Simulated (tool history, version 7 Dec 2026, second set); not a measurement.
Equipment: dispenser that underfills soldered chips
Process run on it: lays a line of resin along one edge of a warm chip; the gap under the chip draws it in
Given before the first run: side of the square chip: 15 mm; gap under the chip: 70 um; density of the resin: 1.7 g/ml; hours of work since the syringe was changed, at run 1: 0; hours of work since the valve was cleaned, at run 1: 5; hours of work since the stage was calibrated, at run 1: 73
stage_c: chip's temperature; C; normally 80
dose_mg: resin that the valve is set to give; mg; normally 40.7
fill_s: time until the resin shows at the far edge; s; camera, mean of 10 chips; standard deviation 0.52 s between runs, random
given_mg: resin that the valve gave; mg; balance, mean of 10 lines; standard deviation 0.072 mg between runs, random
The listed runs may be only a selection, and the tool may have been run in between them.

run     day  stage_c  dose_mg  hours of work since the syringe was changed  hours of work since the valve was cleaned  hours of work since the stage was calibrated  fill_s  given_mg
  1   0.000       80     40.7                                            0                                          5                                            73    43.6     40.34
  2   0.262       80     40.7                                            5                                         10                                            78    63.0     40.32
      0.496  -- new syringe of resin
  3   0.675       80     40.7                                            3                                         17                                            85    53.2     40.05
      1.000  -- new syringe of resin
  4   1.058       80     40.7                                            1                                         24                                            92    45.3     39.77
  5   1.450       80     40.7                                            8                                         31                                            99    75.8     39.79
      1.512  -- new syringe of resin
      2.008  -- new syringe of resin
  6   2.008       80     40.7                                            0                                         41                                           109    43.7     39.42
      2.354  -- dispensing valve cleaned and set on the balance
      2.546  -- new syringe of resin
  7   2.546       80     40.7                                            0                                          3                                           118    42.1     40.57
  8   3.012       80     40.7                                            9                                         12                                           126    79.8     40.29
      3.071  -- new syringe of resin
  9   3.488       86     40.7                                            8                                         20                                           135    57.0     40.09
      3.558  -- new syringe of resin
 10   4.017       86     37.0                                            8                                         30                                           144    64.3     36.18
      4.071  -- new syringe of resin
 11   4.300       68     40.7                                            4                                         35                                           149   101.0     39.47
      4.567  -- new syringe of resin
 12   4.767       68     40.7                                            4                                         43                                           158    98.3     39.24
      4.962  -- dispensing valve cleaned and set on the balance
      5.096  -- new syringe of resin
 13   5.096       68     40.7                                            0                                          2                                           163    74.8     40.53
 14   5.400       68     40.7                                            6                                          8                                           168   111.0     40.58
      5.621  -- new syringe of resin
 15   5.721       80     40.7                                            2                                         13                                           174    47.6     40.41
      6.125  -- new syringe of resin
 16   6.304       80     40.7                                            3                                         24                                           184    52.6     40.24
      6.638  -- new syringe of resin
 17   6.725       80     40.7                                            2                                         31                                           192    47.3     39.89
      7.162  -- new syringe of resin
 18   7.304       84     40.7                                            3                                         42                                           202    42.0     39.49
      7.579  -- dispensing valve cleaned and set on the balance
 19   7.675       88     43.3                                            9                                          2                                           208    54.7     43.21
      7.742  -- new syringe of resin
 20   8.154       88     43.3                                            8                                         10                                           217    51.1     43.07
      8.229  -- new syringe of resin
 21   8.583       77     50.5                                            7                                         18                                           225    74.7     49.91
      8.758  -- new syringe of resin
 22   8.975       77     50.5                                            4                                         25                                           232    63.7     49.49
      9.250  -- new syringe of resin
 23   9.538       76     39.2                                            5                                         35                                           242    74.0     38.22
      9.746  -- new syringe of resin
     10.208  -- dispensing valve cleaned and set on the balance
 24  10.208       76     39.2                                            8                                          0                                           253    89.8     39.34
     10.304  -- new syringe of resin
 25  10.596       91     43.6                                            5                                          7                                           260    38.1     43.50
     10.788  -- new syringe of resin
 26  11.238       76     43.6                                            8                                         18                                           271    91.8     43.19
     11.292  -- new syringe of resin
 27  11.654       79     43.9                                            7                                         26                                           279    70.9     43.07
     11.825  -- new syringe of resin
 28  12.246       76     36.9                                            8                                         36                                           289    89.6     36.23
     12.325  -- new syringe of resin
     12.833  -- dispensing valve cleaned and set on the balance
     12.867  -- new syringe of resin
 29  12.867       76     36.9                                            0                                          0                                           300    52.4     37.02
     13.371  -- new syringe of resin
 30  13.446       76     36.9                                            1                                         11                                           310    55.8     36.75
 31  13.808       67     38.0                                            8                                         17                                           317   143.9     37.72
     13.867  -- new syringe of resin
 32  14.146       84     37.9                                            5                                         23                                           323    49.5     37.51
     14.383  -- new syringe of resin
 33  14.492       71     42.5                                            2                                         30                                           329    73.2     41.74
     14.917  -- new syringe of resin
 34  14.933       88     35.1                                            0                                         37                                           337    30.1     34.25
 35  15.296       88     35.1                                            7                                         44                                           343    49.3     34.09

What if the next run were any one of these 3? Each begins from the tool's condition after run 35:
     15.404  -- new syringe of resin
     15.500  -- dispensing valve cleaned and set on the balance
  A  15.779       70     48.0                                            6                                          5                                           351       ?         ?
     15.404  -- new syringe of resin
     15.500  -- dispensing valve cleaned and set on the balance
  B  15.779       94     37.9                                            6                                          5                                           351       ?         ?
     15.404  -- new syringe of resin
     15.500  -- dispensing valve cleaned and set on the balance
  C  15.779       92     40.7                                            6                                          5                                           351       ?         ?

run  fill_s  given_mg
  A   102.6     47.83
  B    34.2     37.85
  C    38.7     40.68
Take away the tool's hidden state, keep each run's random variation, and the runs would have read:
run  fill_s  given_mg
  A    68.3     47.94
  B    22.6     37.94
  C    25.8     40.78

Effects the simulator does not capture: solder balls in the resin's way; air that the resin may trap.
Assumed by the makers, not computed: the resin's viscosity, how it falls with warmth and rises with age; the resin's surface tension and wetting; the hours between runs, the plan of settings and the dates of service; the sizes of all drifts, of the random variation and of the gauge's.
